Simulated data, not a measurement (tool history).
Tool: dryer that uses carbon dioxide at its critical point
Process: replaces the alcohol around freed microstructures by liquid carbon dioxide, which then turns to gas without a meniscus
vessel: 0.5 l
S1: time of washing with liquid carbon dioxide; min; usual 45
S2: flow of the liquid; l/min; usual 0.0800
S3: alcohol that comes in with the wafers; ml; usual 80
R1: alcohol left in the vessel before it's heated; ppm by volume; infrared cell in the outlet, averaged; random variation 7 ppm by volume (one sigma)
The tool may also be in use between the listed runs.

Run 1, hour 0.0: usual settings. Result: R1 445 ppm by volume.
Run 2, hour 14.6: usual settings. Result: R1 454 ppm by volume.
Run 3, hour 43.9: usual settings but S3 108 ml. Result: R1 596 ppm by volume.
Run 4, hour 60.2: usual settings. Result: R1 468 ppm by volume.
Run 5, hour 85.9: usual settings. Result: R1 473 ppm by volume.
Run 6, hour 103.4: usual settings. Result: R1 505 ppm by volume.
Run 7, hour 133.7: usual settings. Result: R1 479 ppm by volume.
Run 8, hour 165.9: usual settings. Result: R1 497 ppm by volume.
Run 9, hour 188.8: usual settings but S3 84 ml. Result: R1 533 ppm by volume.
Run 10, hour 210.2: usual settings. Result: R1 514 ppm by volume.
Run 11, hour 229.0: usual settings but S3 28 ml. Result: R1 209 ppm by volume.
Run 12, hour 247.1: usual settings but S2 0.1106 l/min. Result: R1 86 ppm by volume.
Run 13, hour 267.0: usual settings but S3 46 ml. Result: R1 328 ppm by volume.
Run 14, hour 294.7: usual settings but S3 46 ml. Result: R1 336 ppm by volume.
Run 15, hour 320.4: usual settings but S3 30 ml. Result: R1 232 ppm by volume.
Run 16, hour 340.3: usual settings but S3 30 ml. Result: R1 241 ppm by volume.
Run 17, hour 360.1: usual settings but S3 25 ml. Result: R1 211 ppm by volume.
Run 18, hour 382.2: usual settings but S3 22 ml. Result: R1 199 ppm by volume.
At hour 403.7: inlet filter changed.
Run 19, hour 412.0: usual settings but S1 31 min, S3 104 ml. Result: R1 2953 ppm by volume.
Run 20, hour 439.3: usual settings but S1 54 min. Result: R1 163 ppm by volume.
Run 21, hour 455.6: usual settings but S1 30 min. Result: R1 2701 ppm by volume.
Run 22, hour 484.1: usual settings but S2 0.0859 l/min, S3 45 ml. Result: R1 177 ppm by volume.
Run 23, hour 520.2: usual settings but S1 30 min, S2 0.0665 l/min, S3 24 ml. Result: R1 1742 ppm by volume.
Run 24, hour 542.7: usual settings but S1 66 min, S2 0.0665 l/min, S3 29 ml. Result: R1 103 ppm by volume.
Run 25, hour 568.4: usual settings but S1 37 min, S2 0.0701 l/min, S3 29 ml. Result: R1 794 ppm by volume.
Run 26, hour 599.8: usual settings but S1 37 min, S2 0.0701 l/min, S3 29 ml. Result: R1 813 ppm by volume.
Run 27, hour 625.5: usual settings but S1 71 min, S2 0.0650 l/min, S3 67 ml. Result: R1 136 ppm by volume.
Run 28, hour 653.0: usual settings but S1 56 min, S2 0.0727 l/min, S3 27 ml. Result: R1 131 ppm by volume.
Run 29, hour 688.3: usual settings but S1 50 min, S3 53 ml. Result: R1 201 ppm by volume.
Run 30, hour 716.0: usual settings but S1 50 min, S2 0.1076 l/min, S3 33 ml. Result: R1 82 ppm by volume.
Run 31, hour 742.2: usual settings but S1 42 min, S2 0.1268 l/min. Result: R1 100 ppm by volume.
Run 32, hour 776.1: usual settings but S2 0.0838 l/min, S3 77 ml. Result: R1 372 ppm by volume.
Run 33, hour 802.9: usual settings but S2 0.0838 l/min, S3 77 ml. Result: R1 396 ppm by volume.
Run 34, hour 825.8: usual settings but S2 0.0838 l/min, S3 77 ml. Result: R1 378 ppm by volume.
Run 35, hour 855.3: usual settings but S1 28 min, S3 65 ml. Result: R1 3298 ppm by volume.
Run 36, hour 886.0: usual settings but S1 43 min, S2 0.0562 l/min, S3 47 ml. Result: R1 2004 ppm by volume.

Some steps in R1 between neighbouring runs. How much of each would the tool show without its hidden state too (settings, what came in, random variation), and how much is left for the hidden state, with any gauge scatter that isn't in both results?
The hidden state here: flow that reaches the vessel past the clogged filter, %; alcohol in the recycled carbon dioxide, ppm; drift of the gauge itself on alcohol_ppm, %.
Run 10 -> 11: S3 80 -> 28. R1 -305 ppm by volume: hidden state -96, all else -209.
Run 18 -> 19: S1 45 -> 31, S3 22 -> 104, inlet filter changed. R1 +2754 ppm by volume: hidden state -38, all else +2792.
Run 19 -> 20: S1 31 -> 54, S3 104 -> 80. R1 -2790 ppm by volume: hidden state -12, all else -2778.
Run 34 -> 35: S1 45 -> 28, S2 0.0838 -> 0.0800, S3 77 -> 65. R1 +2920 ppm by volume: hidden state +450, all else +2470.
Run 35 -> 36: S1 28 -> 43, S2 0.0800 -> 0.0562, S3 65 -> 47. R1 -1294 ppm by volume: hidden state -165, all else -1129.
